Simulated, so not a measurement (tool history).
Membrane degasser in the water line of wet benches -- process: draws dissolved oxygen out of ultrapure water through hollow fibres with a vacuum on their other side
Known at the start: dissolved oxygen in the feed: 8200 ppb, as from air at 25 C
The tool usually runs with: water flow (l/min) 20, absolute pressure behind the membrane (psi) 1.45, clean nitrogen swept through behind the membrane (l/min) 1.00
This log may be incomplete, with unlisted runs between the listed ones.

run,hour,water flow (l/min),absolute pressure behind the membrane (psi),clean nitrogen swept through behind the membrane (l/min),dissolved oxygen in the water behind the degasser (ppb),pressure that the water loses in the fibres (psi)
1,0.0,20,1.45,1.00,311.7,5.583
2,32.8,20,1.45,1.00,311.1,5.604
3,60.1,20,1.45,1.00,311.1,5.591
4,90.7,20,1.45,1.00,313.1,5.612
5,113.1,20,1.45,1.00,312.3,5.630
6,159.5,20,1.45,1.00,310.0,5.567
7,198.7,20,1.45,1.61,206.6,5.609
8,245.8,20,1.45,1.61,205.0,5.639
9,290.7,20,1.45,0.90,345.2,5.606
10,323.9,20,1.45,0.90,344.4,5.643
11,371.3,14,1.45,1.00,227.9,3.978
12,410.9,14,1.45,1.00,228.3,3.916
# hour 415.1: vacuum gauge calibrated
13,431.9,14,1.45,1.00,232.9,3.928
14,468.8,14,1.45,1.00,233.6,3.902
15,505.4,14,1.45,1.00,234.7,3.925
16,532.5,14,1.45,1.00,232.4,3.928
17,561.6,14,1.06,0.67,213.8,3.923
18,593.4,20,1.45,1.03,312.3,5.652
19,634.3,21,1.71,0.42,809.1,5.957
20,673.0,12,2.90,1.20,399.8,3.356
# hour 680.1: vacuum gauge calibrated, once more
21,716.5,15,2.90,1.20,467.4,4.202
22,737.8,15,2.90,1.20,465.3,4.232
23,779.4,15,2.77,1.20,442.1,4.218
24,817.8,13,1.23,1.74,95.8,3.684
25,848.5,30,1.19,0.63,465.4,8.480
26,869.7,18,1.87,0.87,426.4,5.120
27,915.0,14,1.02,2.77,47.5,3.931
28,960.7,14,1.02,2.77,47.6,3.968
29,991.1,14,1.02,2.77,47.2,3.993
30,1012.7,23,1.45,1.00,340.8,6.474
31,1044.0,22,2.64,1.26,566.4,6.199
32,1087.0,31,2.60,0.54,1390.6,8.782

Consider 3 possible next runs. They are alternatives, not a sequence: every one starts from the tool as it was left by run 32. What does each give?
A,1132.3,19,1.45,1.74,?,?
B,1132.3,27,2.19,0.51,?,?
C,1132.3,14,0.99,1.07,?,?

run,dissolved oxygen in the water behind the degasser (ppb),pressure that the water loses in the fibres (psi)
A,174.7,5.334
B,1082.0,7.703
C,110.9,3.946
With no hidden state in the tool, these same runs would have given:
run,dissolved oxygen in the water behind the degasser (ppb),pressure that the water loses in the fibres (psi)
A,172.8,5.243
B,1080.7,7.572
C,109.5,3.878
